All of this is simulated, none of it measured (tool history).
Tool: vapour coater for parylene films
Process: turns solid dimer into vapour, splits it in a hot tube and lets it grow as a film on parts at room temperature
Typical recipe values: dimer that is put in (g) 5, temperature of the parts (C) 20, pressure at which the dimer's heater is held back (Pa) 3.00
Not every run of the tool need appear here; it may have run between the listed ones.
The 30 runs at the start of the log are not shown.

run	day	dimer that is put in (g)	temperature of the parts (C)	pressure at which the dimer's heater is held back (Pa)	hours of work since the trap's valve was overhauled	hours of work since the table's thermometer was calibrated	thickness of the film (nm)
31	51.975	7	21	2.77	343	88	3060
32	53.929	2	16	4.28	384	130	1010
33	55.562	2	18	11.75	419	165	860
34	57.525	5	17	8.58	461	206	2340
35	59.829	5	20	2.01	510	256	2360
36	61.008	5	16	8.60	535	281	2400
37	62.204	4	17	2.07	561	306	2130
38	63.442	5	15	3.00	587	333	2820
39	64.612	7	19	11.87	612	358	2760
40	66.233	7	19	11.87	647	392	2800
# day 67.571: trap's valve overhauled
41	67.975	6	15	3.60	9	426	3490
42	69.525	6	15	3.60	42	459	3480
43	71.121	6	15	3.60	76	493	3450
44	73.221	6	15	3.60	120	537	3380
45	75.450	3	19	10.27	168	585	1280
46	77.262	3	19	10.27	207	624	1280
47	79.125	6	12	8.16	246	663	3500
48	80.267	6	12	8.16	271	688	3510

3 options for the next run, each taken on its own from the tool as it stands now. Forecast them:
A	81.433	9	20	8.16	295	713	?
B	81.433	3	27	10.85	295	713	?
C	81.433	4	19	6.77	295	713	?

run	thickness of the film (nm)
A	3630
B	810
C	1710
Stripped of hidden state, with their random variation kept, the same runs would have yielded:
run	thickness of the film (nm)
A	3820
B	860
C	1810

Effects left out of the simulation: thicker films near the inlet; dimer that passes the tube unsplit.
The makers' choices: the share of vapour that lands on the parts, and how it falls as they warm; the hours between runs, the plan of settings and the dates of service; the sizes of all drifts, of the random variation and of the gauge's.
